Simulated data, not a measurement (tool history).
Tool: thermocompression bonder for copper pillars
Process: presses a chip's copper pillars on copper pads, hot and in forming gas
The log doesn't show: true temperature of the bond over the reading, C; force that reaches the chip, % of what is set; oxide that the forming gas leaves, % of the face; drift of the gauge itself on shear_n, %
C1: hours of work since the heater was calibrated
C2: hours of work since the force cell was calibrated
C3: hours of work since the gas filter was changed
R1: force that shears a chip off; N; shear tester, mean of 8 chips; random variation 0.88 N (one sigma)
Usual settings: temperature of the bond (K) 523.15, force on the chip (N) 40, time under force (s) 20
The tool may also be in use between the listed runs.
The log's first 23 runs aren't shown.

{"run": 24, "day": 10.654, "temperature of the bond (K)": 529.15, "force on the chip (N)": 52, "time under force (s)": 26, "C1": 551, "C2": 338, "C3": 176, "R1": 86.1}
{"run": 25, "day": 11.033, "temperature of the bond (K)": 535.15, "force on the chip (N)": 25, "time under force (s)": 60, "C1": 555, "C2": 342, "C3": 180, "R1": 80.2}
{"day": 11.288, "done": "forming gas filter changed"}
{"run": 26, "day": 11.646, "temperature of the bond (K)": 535.15, "force on the chip (N)": 25, "time under force (s)": 60, "C1": 561, "C2": 348, "C3": 4, "R1": 86.4}
{"run": 27, "day": 12.108, "temperature of the bond (K)": 535.15, "force on the chip (N)": 25, "time under force (s)": 60, "C1": 566, "C2": 353, "C3": 8, "R1": 88.0}
{"run": 28, "day": 12.467, "temperature of the bond (K)": 499.15, "force on the chip (N)": 51, "time under force (s)": 60, "C1": 569, "C2": 356, "C3": 12, "R1": 92.8}
{"run": 29, "day": 12.971, "temperature of the bond (K)": 522.15, "force on the chip (N)": 49, "time under force (s)": 20, "C1": 574, "C2": 361, "C3": 17, "R1": 80.6}
{"run": 30, "day": 13.554, "temperature of the bond (K)": 523.15, "force on the chip (N)": 32, "time under force (s)": 20, "C1": 580, "C2": 367, "C3": 23, "R1": 63.6}
{"run": 31, "day": 13.867, "temperature of the bond (K)": 549.15, "force on the chip (N)": 53, "time under force (s)": 15, "C1": 584, "C2": 370, "C3": 26, "R1": 96.5}
{"run": 32, "day": 14.5, "temperature of the bond (K)": 505.15, "force on the chip (N)": 40, "time under force (s)": 47, "C1": 590, "C2": 377, "C3": 32, "R1": 81.5}
{"run": 33, "day": 15.058, "temperature of the bond (K)": 505.15, "force on the chip (N)": 40, "time under force (s)": 47, "C1": 596, "C2": 382, "C3": 38, "R1": 78.9}
{"run": 34, "day": 15.588, "temperature of the bond (K)": 509.15, "force on the chip (N)": 57, "time under force (s)": 20, "C1": 601, "C2": 388, "C3": 43, "R1": 79.6}
{"run": 35, "day": 16.096, "temperature of the bond (K)": 509.15, "force on the chip (N)": 57, "time under force (s)": 20, "C1": 606, "C2": 393, "C3": 49, "R1": 79.2}
{"run": 36, "day": 16.442, "temperature of the bond (K)": 523.15, "force on the chip (N)": 40, "time under force (s)": 15, "C1": 610, "C2": 396, "C3": 52, "R1": 64.5}
{"run": 37, "day": 16.921, "temperature of the bond (K)": 548.15, "force on the chip (N)": 59, "time under force (s)": 15, "C1": 614, "C2": 401, "C3": 57, "R1": 98.2}
{"run": 38, "day": 17.192, "temperature of the bond (K)": 548.15, "force on the chip (N)": 59, "time under force (s)": 15, "C1": 617, "C2": 404, "C3": 60, "R1": 100.2}
{"run": 39, "day": 17.533, "temperature of the bond (K)": 550.15, "force on the chip (N)": 56, "time under force (s)": 11, "C1": 621, "C2": 407, "C3": 63, "R1": 90.8}
{"run": 40, "day": 17.975, "temperature of the bond (K)": 524.15, "force on the chip (N)": 25, "time under force (s)": 21, "C1": 625, "C2": 412, "C3": 68, "R1": 53.0}

Forecast each of these 4 alternatives for the next run:
{"run": "A", "day": 18.325, "temperature of the bond (K)": 523.15, "force on the chip (N)": 45, "time under force (s)": 20, "C1": 629, "C2": 415, "C3": 71, "R1": "?"}
{"run": "B", "day": 18.325, "temperature of the bond (K)": 539.15, "force on the chip (N)": 26, "time under force (s)": 56, "C1": 629, "C2": 415, "C3": 71, "R1": "?"}
{"run": "C", "day": 18.325, "temperature of the bond (K)": 523.15, "force on the chip (N)": 40, "time under force (s)": 23, "C1": 629, "C2": 415, "C3": 71, "R1": "?"}
{"run": "D", "day": 18.325, "temperature of the bond (K)": 516.15, "force on the chip (N)": 58, "time under force (s)": 41, "C1": 629, "C2": 415, "C3": 71, "R1": "?"}

run=A R1=77.9
run=B R1=89.3
run=C R1=73.7
run=D R1=98.3
Without the tool's hidden state the same runs would have given:
run=A R1=79.0
run=B R1=91.1
run=C R1=74.7
run=D R1=100.5

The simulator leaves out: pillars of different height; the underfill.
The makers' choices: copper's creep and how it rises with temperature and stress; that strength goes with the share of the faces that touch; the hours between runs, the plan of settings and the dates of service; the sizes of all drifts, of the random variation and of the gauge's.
